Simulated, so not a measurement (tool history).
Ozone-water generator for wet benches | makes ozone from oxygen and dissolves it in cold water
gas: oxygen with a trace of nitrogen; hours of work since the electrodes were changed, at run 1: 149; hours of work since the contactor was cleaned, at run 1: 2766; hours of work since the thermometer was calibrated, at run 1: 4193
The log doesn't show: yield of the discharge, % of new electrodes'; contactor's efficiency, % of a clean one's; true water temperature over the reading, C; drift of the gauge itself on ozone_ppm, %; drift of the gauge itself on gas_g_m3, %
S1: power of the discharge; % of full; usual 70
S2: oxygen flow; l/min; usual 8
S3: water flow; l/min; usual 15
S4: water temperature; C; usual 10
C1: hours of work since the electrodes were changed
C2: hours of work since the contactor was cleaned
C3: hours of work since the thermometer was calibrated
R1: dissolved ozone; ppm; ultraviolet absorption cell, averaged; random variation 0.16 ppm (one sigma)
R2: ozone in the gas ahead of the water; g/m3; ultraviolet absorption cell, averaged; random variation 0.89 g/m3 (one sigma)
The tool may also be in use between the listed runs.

{"run": 1, "day": 0.0, "S1": 70, "S2": 8, "S3": 15, "S4": 10, "C1": 149, "C2": 2766, "C3": 4193, "R1": 18.8, "R2": 146.8}
{"run": 2, "day": 2.321, "S1": 70, "S2": 8, "S3": 15, "S4": 10, "C1": 183, "C2": 2800, "C3": 4228, "R1": 18.7, "R2": 148.1}
{"run": 3, "day": 4.95, "S1": 70, "S2": 8, "S3": 15, "S4": 10, "C1": 221, "C2": 2839, "C3": 4266, "R1": 18.7, "R2": 146.7}
{"run": 4, "day": 6.238, "S1": 70, "S2": 8, "S3": 12, "S4": 10, "C1": 240, "C2": 2858, "C3": 4285, "R1": 22.3, "R2": 146.7}
{"day": 9.142, "done": "water thermometer calibrated"}
{"run": 5, "day": 9.142, "S1": 70, "S2": 8, "S3": 12, "S4": 15, "C1": 283, "C2": 2900, "C3": 0, "R1": 20.1, "R2": 148.1}
{"run": 6, "day": 12.112, "S1": 70, "S2": 8, "S3": 12, "S4": 15, "C1": 326, "C2": 2944, "C3": 44, "R1": 20.1, "R2": 146.8}
{"run": 7, "day": 13.988, "S1": 70, "S2": 8, "S3": 15, "S4": 10, "C1": 354, "C2": 2971, "C3": 71, "R1": 18.7, "R2": 146.7}
{"run": 8, "day": 16.342, "S1": 70, "S2": 8, "S3": 15, "S4": 10, "C1": 389, "C2": 3006, "C3": 106, "R1": 18.9, "R2": 144.6}
{"run": 9, "day": 17.621, "S1": 70, "S2": 8, "S3": 15, "S4": 9, "C1": 407, "C2": 3025, "C3": 125, "R1": 18.9, "R2": 146.4}
{"run": 10, "day": 19.45, "S1": 70, "S2": 8, "S3": 10, "S4": 9, "C1": 434, "C2": 3051, "C3": 152, "R1": 25.6, "R2": 147.4}
{"run": 11, "day": 20.8, "S1": 70, "S2": 11.31, "S3": 10, "S4": 9, "C1": 454, "C2": 3071, "C3": 171, "R1": 23.3, "R2": 120.2}
{"run": 12, "day": 23.817, "S1": 70, "S2": 11.31, "S3": 10, "S4": 9, "C1": 498, "C2": 3116, "C3": 216, "R1": 22.6, "R2": 119.5}
{"run": 13, "day": 25.171, "S1": 70, "S2": 8, "S3": 15, "S4": 10, "C1": 518, "C2": 3136, "C3": 236, "R1": 18.7, "R2": 146}
{"run": 14, "day": 27.283, "S1": 70, "S2": 8, "S3": 15, "S4": 10, "C1": 549, "C2": 3167, "C3": 267, "R1": 18.5, "R2": 146.1}
{"run": 15, "day": 28.788, "S1": 70, "S2": 8, "S3": 15, "S4": 10, "C1": 571, "C2": 3189, "C3": 289, "R1": 18.9, "R2": 145.9}
{"run": 16, "day": 30.442, "S1": 70, "S2": 8, "S3": 15, "S4": 10, "C1": 596, "C2": 3213, "C3": 313, "R1": 18.4, "R2": 145.9}
{"run": 17, "day": 33.458, "S1": 70, "S2": 8, "S3": 15, "S4": 11, "C1": 640, "C2": 3257, "C3": 357, "R1": 18.4, "R2": 145.3}
{"run": 18, "day": 36.458, "S1": 78, "S2": 9.85, "S3": 9, "S4": 6, "C1": 684, "C2": 3301, "C3": 402, "R1": 29.6, "R2": 139.1}
{"run": 19, "day": 39.3, "S1": 78, "S2": 7.15, "S3": 9, "S4": 10, "C1": 726, "C2": 3343, "C3": 443, "R1": 29.2, "R2": 167.3}
{"run": 20, "day": 42.204, "S1": 78, "S2": 7.15, "S3": 9, "S4": 10, "C1": 769, "C2": 3386, "C3": 486, "R1": 29, "R2": 170}
{"run": 21, "day": 44.196, "S1": 60, "S2": 4.6, "S3": 18, "S4": 10, "C1": 798, "C2": 3415, "C3": 515, "R1": 14.3, "R2": 178.1}
{"run": 22, "day": 46.6, "S1": 60, "S2": 4.6, "S3": 16, "S4": 10, "C1": 833, "C2": 3451, "C3": 551, "R1": 16.2, "R2": 177.2}
{"run": 23, "day": 48.004, "S1": 60, "S2": 4.6, "S3": 16, "S4": 9, "C1": 854, "C2": 3471, "C3": 571, "R1": 16.2, "R2": 177.9}
{"run": 24, "day": 50.35, "S1": 60, "S2": 4.6, "S3": 16, "S4": 9, "C1": 888, "C2": 3506, "C3": 606, "R1": 16.1, "R2": 175.8}
{"run": 25, "day": 51.975, "S1": 63, "S2": 8, "S3": 15, "S4": 10, "C1": 912, "C2": 3530, "C3": 630, "R1": 16.8, "R2": 134.1}
{"run": 26, "day": 54.296, "S1": 63, "S2": 8, "S3": 15, "S4": 10, "C1": 946, "C2": 3564, "C3": 664, "R1": 17, "R2": 132.9}
{"run": 27, "day": 56.221, "S1": 63, "S2": 8, "S3": 15, "S4": 10, "C1": 975, "C2": 3592, "C3": 692, "R1": 16.7, "R2": 133.3}
{"run": 28, "day": 58.021, "S1": 44, "S2": 4, "S3": 18, "S4": 8, "C1": 1001, "C2": 3619, "C3": 719, "R1": 11.4, "R2": 152.7}
{"run": 29, "day": 60.396, "S1": 44, "S2": 4, "S3": 18, "S4": 8, "C1": 1036, "C2": 3653, "C3": 753, "R1": 11.2, "R2": 151.1}
{"run": 30, "day": 63.275, "S1": 70, "S2": 8, "S3": 11, "S4": 10, "C1": 1078, "C2": 3696, "C3": 796, "R1": 22.8, "R2": 143.7}
{"run": 31, "day": 66.283, "S1": 70, "S2": 13.5, "S3": 11, "S4": 10, "C1": 1123, "C2": 3740, "C3": 840, "R1": 19.4, "R2": 107.4}
{"run": 32, "day": 69.271, "S1": 97, "S2": 11.92, "S3": 15, "S4": 10, "C1": 1167, "C2": 3784, "C3": 884, "R1": 21.7, "R2": 147}
{"run": 33, "day": 71.854, "S1": 91, "S2": 4.89, "S3": 10, "S4": 10, "C1": 1205, "C2": 3822, "C3": 922, "R1": 31.9, "R2": 232.9}
{"run": 34, "day": 73.721, "S1": 91, "S2": 4.89, "S3": 10, "S4": 10, "C1": 1232, "C2": 3849, "C3": 949, "R1": 31.6, "R2": 231}

Forecast each of these 3 alternatives for the next run:
{"run": "A", "day": 75.767, "S1": 70, "S2": 12.06, "S3": 15, "S4": 10, "C1": 1262, "C2": 3879, "C3": 979, "R1": "?", "R2": "?"}
{"run": "B", "day": 75.767, "S1": 92, "S2": 4.89, "S3": 10, "S4": 10, "C1": 1262, "C2": 3879, "C3": 979, "R1": "?", "R2": "?"}
{"run": "C", "day": 75.767, "S1": 73, "S2": 6.77, "S3": 10, "S4": 8, "C1": 1262, "C2": 3879, "C3": 979, "R1": "?", "R2": "?"}

run=A R1=16.6 R2=113.5
run=B R1=32.3 R2=231.4
run=C R1=26.6 R2=164
Without the tool's hidden state the same runs would have given:
run=A R1=18.8 R2=117.3
run=B R1=36.5 R2=241
run=C R1=29.9 R2=169.7
